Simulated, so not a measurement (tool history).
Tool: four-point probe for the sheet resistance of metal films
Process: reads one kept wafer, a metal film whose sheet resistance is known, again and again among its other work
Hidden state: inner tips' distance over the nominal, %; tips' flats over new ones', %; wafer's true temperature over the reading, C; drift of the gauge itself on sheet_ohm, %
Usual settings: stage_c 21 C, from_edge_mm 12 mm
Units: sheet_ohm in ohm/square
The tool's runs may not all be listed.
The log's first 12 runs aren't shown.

| run | hour | stage_c | from_edge_mm | touches since the probe head was changed | hours of work since the stage's thermometer was calibrated | sheet_ohm |
|---|---|---|---|---|---|---|
| 13 | 495.7 | 21 | 12 | 40877 | 542 | 0.091226 |
| 14 | 550.5 | 21 | 12 | 42541 | 573 | 0.091261 |
| 15 | 600.7 | 21 | 12 | 44065 | 601 | 0.091223 |
| 16 | 632.8 | 21 | 13 | 45039 | 618 | 0.091200 |
| 17 | 676.2 | 21 | 13 | 46357 | 642 | 0.091190 |
| 18 | 724.7 | 21 | 13 | 47827 | 669 | 0.091186 |
| 19 | 763.6 | 21 | 13 | 49009 | 691 | 0.091123 |
| 20 | 807.5 | 24 | 5 | 50340 | 715 | 0.091665 |
|  | 811.4 | stage's thermometer calibrated |
| 21 | 855.1 | 18 | 6 | 51768 | 24 | 0.091649 |
| 22 | 901.9 | 32 | 6 | 53189 | 50 | 0.090967 |
| 23 | 946.8 | 25 | 9 | 54551 | 75 | 0.090974 |
| 24 | 986.5 | 30 | 11 | 55756 | 97 | 0.090632 |
| 25 | 1032.9 | 30 | 11 | 57163 | 122 | 0.090632 |

Run 26 comes next. What will it give?
|  | 1037.9 | stage's thermometer calibrated, once more |
| 26 | 1059.5 | 30 | 11 | 57956 | 12 | ? |

sheet_ohm: 0.090725 ohm/square
Without the tool's hidden state the same run would have given sheet_ohm 0.090819 ohm/square.
